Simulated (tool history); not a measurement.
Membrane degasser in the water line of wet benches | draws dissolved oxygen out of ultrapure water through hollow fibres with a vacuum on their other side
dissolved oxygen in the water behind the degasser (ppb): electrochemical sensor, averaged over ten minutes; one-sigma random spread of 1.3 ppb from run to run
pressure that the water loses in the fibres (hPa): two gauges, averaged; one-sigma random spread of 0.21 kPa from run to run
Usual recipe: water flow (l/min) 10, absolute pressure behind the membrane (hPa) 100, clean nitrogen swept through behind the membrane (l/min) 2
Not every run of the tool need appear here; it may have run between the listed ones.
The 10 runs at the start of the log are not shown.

run	hour	water flow (l/min)	absolute pressure behind the membrane (hPa)	clean nitrogen swept through behind the membrane (l/min)	hours since the membrane was changed	hours since the vacuum gauge was calibrated	hours since the vacuum lines were made tight	dissolved oxygen in the water behind the degasser (ppb)	pressure that the water loses in the fibres (hPa)
11	610	13	100	2	2140	790	704	202.2	670.3
12	663.6	13	100	2	2194	843	757	203.3	670.8
13	725.7	13	100	2	2256	906	819	200.9	670.3
14	767.7	13	100	3.39	2298	948	861	164.1	669.7
15	826.8	13	100	3.39	2357	1007	920	163.9	672.9
16	901.7	13	100	0.87	2432	1082	995	332.4	675.6
17	975.2	9	88	2.71	2506	1155	1069	90.4	465.6
18	1009.2	9	88	2.71	2539	1189	1103	89.4	465.9
19	1045.7	9	87	2.32	2576	1226	1139	99.6	464.4
20	1101.1	9	87	2.32	2631	1281	1195	98.5	464.9
21	1138.3	9	87	2.32	2669	1318	1232	98.2	467.3
22	1218.2	9	122	2.32	2749	1398	1312	129.8	471.3
23	1266	10	69	4.83	2796	1446	1360	77	520.6
24	1341.4	8	100	2	2872	1521	1435	104.3	416.7
25	1401.9	8	223	2.94	2932	1582	1496	164.6	416.8
26	1476.4	8	223	2.94	3007	1656	1570	164.4	418.6
27	1536.2	16	73	2	3066	1716	1630	229.3	838.2
28	1617.2	15	98	1.95	3148	1797	1711	265.6	783
29	1658.3	15	98	1.95	3189	1838	1752	263.8	784.2
30	1704	15	98	1.95	3234	1884	1798	266.6	786
31	1747.5	15	98	1.95	3278	1927	1841	257.7	789.9
32	1819.4	10	124	5.32	3350	1999	1913	106.8	527.3

5 options for the next run, each taken on its own from the tool as it stands now. Forecast them:
A	1885	10	62	5.32	3415	2065	1979	?	?
B	1885	10	98	5.32	3415	2065	1979	?	?
C	1885	10	182	2	3415	2065	1979	?	?
D	1885	13	100	4.32	3415	2065	1979	?	?
E	1885	12	124	0.96	3415	2065	1979	?	?

run	dissolved oxygen in the water behind the degasser (ppb)	pressure that the water loses in the fibres (hPa)
A	76	524.3
B	91.7	522.4
C	244.4	527.1
D	156.2	684.1
E	353.3	633.2
Had the tool no hidden state, the same runs would have come out as:
run	dissolved oxygen in the water behind the degasser (ppb)	pressure that the water loses in the fibres (hPa)
A	62.4	501
B	77.9	499.1
C	226.4	503.7
D	134.8	653.7
E	328.4	605.1
